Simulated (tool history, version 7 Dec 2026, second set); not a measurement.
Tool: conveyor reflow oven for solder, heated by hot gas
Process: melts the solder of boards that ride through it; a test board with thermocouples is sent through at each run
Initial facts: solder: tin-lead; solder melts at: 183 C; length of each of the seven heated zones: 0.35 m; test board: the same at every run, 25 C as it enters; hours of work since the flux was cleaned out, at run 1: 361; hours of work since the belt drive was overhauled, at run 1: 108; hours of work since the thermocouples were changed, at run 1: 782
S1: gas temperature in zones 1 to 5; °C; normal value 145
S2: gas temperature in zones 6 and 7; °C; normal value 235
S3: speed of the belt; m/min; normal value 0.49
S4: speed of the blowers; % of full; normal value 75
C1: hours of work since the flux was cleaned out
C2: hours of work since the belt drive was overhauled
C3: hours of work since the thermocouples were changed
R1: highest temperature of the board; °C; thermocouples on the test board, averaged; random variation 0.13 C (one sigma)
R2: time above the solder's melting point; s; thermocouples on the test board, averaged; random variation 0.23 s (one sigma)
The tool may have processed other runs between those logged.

run   hour   S1   S2     S3  S4   C1   C2   C3     R1    R2
  1      0  145  235   0.49  75  361  108  782  219.9  69.3
  2    8.3  145  235   0.49  75  365  112  786  219.8  69.2
  3   22.1  145  235   0.49  75  371  118  792  219.9  68.7
  4   32.2  145  242   0.49  75  376  122  797  225.7  73.4
  5   50.3  145  235   0.49  75  384  131  805  219.8  68.5
  6   58.6  145  235   0.49  75  388  134  809  219.5  68.6
  7   70.7  145  235   0.49  75  393  140  814  219.8  68.6
  8   82.6  145  235   0.49  75  399  145  820  219.8  68.9
  9   98.7  145  235   0.49  75  406  152  827  219.5  69.2
 10  112.7  145  235  0.454  75  412  159  833  221.7  75.9
 11  126.7  145  235  0.454  75  419  165  840    222  76.6
 12  135.4  145  235   0.49  75  423  169  844  219.5  68.9
 13  143.7  151  235   0.49  75  426  173  847  220.5  72.6
     150.3  -- flux residue cleaned out of gas plates and filters
 14  160.6  145  235  0.561  75    5  178  853  211.6    52
 15  174.4  138  235   0.49  75   11  184  859  215.1  61.1
       183  -- flux residue cleaned out of gas plates and filters, once more
 16  195.4  138  235   0.49  75    6  192  866  221.6  67.8
     203.9  -- thermocouples of zones 6 and 7 changed
 17  211.8  138  235  0.435  51   12  198    4  218.1  73.1
 18  222.8  145  235   0.46  75   17  203    9  222.5  76.3
 19  236.4  145  235   0.46  75   23  209   15  222.4  76.6
 20  246.9  145  250  0.513  85   28  214   19    234  75.5
 21  263.3  145  250  0.513  85   35  221   27  234.2  75.3
 22  274.5  158  250  0.513  85   40  226   32  236.2  81.7
 23  285.4  158  250  0.513  85   45  231   37  235.9  81.5
 24  302.6  158  250  0.513  85   53  239   45  236.2  81.6
 25  313.9  159  228    0.4  66   58  244   50    220  94.6
 26  324.1  159  228  0.558  60   63  249   54    211  59.6
 27  333.2  159  238  0.558  61   67  253   58  219.2    66
 28  350.6  159  238  0.558  61   75  261   66    219  65.9
 29  368.4  131  248  0.404  59   83  269   74  232.6  89.1
 30    377  145  242   0.49  75   87  273   78  226.5  74.6
 31  385.6  137  229  0.429  51   91  277   82  212.8  68.3
 32  402.2  130  229  0.585  66   98  284   90  204.4    38

What if the next run were any one of these 3? Each begins from the tool's condition after run 32:
  A  414.5  147  229  0.454  66  104  290  95   ?   ?
  B  414.5  148  229  0.437  80  104  290  95   ?   ?
  C  414.5  145  228  0.508  72  104  290  95   ?   ?

run     R1    R2
  A  215.9  73.7
  B  219.1  80.7
  C  212.8    61
The same runs, with their run-to-run variation unchanged, on a tool lacking any hidden condition would have given:
run     R1    R2
  A  216.2  73.5
  B  219.4  80.4
  C  213.2    61
